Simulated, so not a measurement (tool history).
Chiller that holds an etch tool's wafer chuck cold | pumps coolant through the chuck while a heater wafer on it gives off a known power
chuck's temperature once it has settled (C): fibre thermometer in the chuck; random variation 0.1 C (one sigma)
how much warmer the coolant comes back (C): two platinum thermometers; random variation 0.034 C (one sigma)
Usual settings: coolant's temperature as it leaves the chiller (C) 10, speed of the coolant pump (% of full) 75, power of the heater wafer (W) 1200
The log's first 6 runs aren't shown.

run   hour  coolant's temperature as it leaves the chiller (C)  speed of the coolant pump (% of full)  power of the heater wafer (W)  hours since the coolant was changed and the channels were flushed  hours since the pump was overhauled  hours since the chiller's thermometer was calibrated  chuck's temperature once it has settled (C)  how much warmer the coolant comes back (C)
  7  212.6                                                  10                                     75                           1200                                                                893                                 1570                                                  1433                                         21.5                                        5.24
  8  242.1                                                  10                                     75                           1200                                                                923                                 1600                                                  1462                                         21.4                                        5.16
  9  265.2                                                  10                                     75                           1200                                                                946                                 1623                                                  1485                                         21.6                                        5.30
     269.6  -- chiller's thermometer calibrated
 10  290.0                                                  10                                     85                           1200                                                                970                                 1647                                                    20                                         20.4                                        4.55
 11  338.8                                                  10                                     85                           1200                                                               1019                                 1696                                                    69                                         20.6                                        4.58
 12  364.1                                                  10                                     85                           1200                                                               1044                                 1721                                                    95                                         20.4                                        4.63
 13  407.7                                                  10                                     97                           1200                                                               1088                                 1764                                                   138                                         19.5                                        4.00
 14  446.9                                                  10                                     97                           1200                                                               1127                                 1804                                                   177                                         19.7                                        3.96
 15  470.3                                                  10                                     97                            647                                                               1150                                 1827                                                   201                                         15.1                                        2.18
 16  493.3                                                  10                                     68                           1200                                                               1173                                 1850                                                   224                                         22.3                                        5.88
     520.7  -- chiller's thermometer calibrated, once more
 17  543.9                                                  10                                     75                           1346                                                               1223                                 1900                                                    23                                         23.3                                        5.96
 18  571.1                                                  10                                     75                           1346                                                               1250                                 1927                                                    50                                         23.1                                        5.95
 19  611.4                                                  19                                     62                           1346                                                               1290                                 1967                                                    91                                         34.2                                        7.37
 20  650.3                                                  10                                     92                            832                                                               1329                                 2006                                                   130                                         16.9                                        2.99
 21  688.5                                                  10                                     92                            832                                                               1367                                 2044                                                   168                                         17.0                                        2.96
 22  739.8                                                  10                                     76                           1200                                                               1419                                 2095                                                   219                                         21.6                                        5.25
 23  780.5                                                  10                                     75                           1082                                                               1459                                 2136                                                   260                                         20.7                                        4.78
 24  818.0                                                  10                                     75                           1082                                                               1497                                 2174                                                   297                                         20.7                                        4.78

Forecast run 25:
 25  853.4                                                   5                                     68                           1010                                                               1532                                 2209                                                   333                                            ?                                           ?

Run 25 gave chuck's temperature once it has settled (C) 15.5, how much warmer the coolant comes back (C) 4.94.
Without the tool's hidden state the same run would have given chuck's temperature once it has settled (C) 15.0, how much warmer the coolant comes back (C) 4.74.
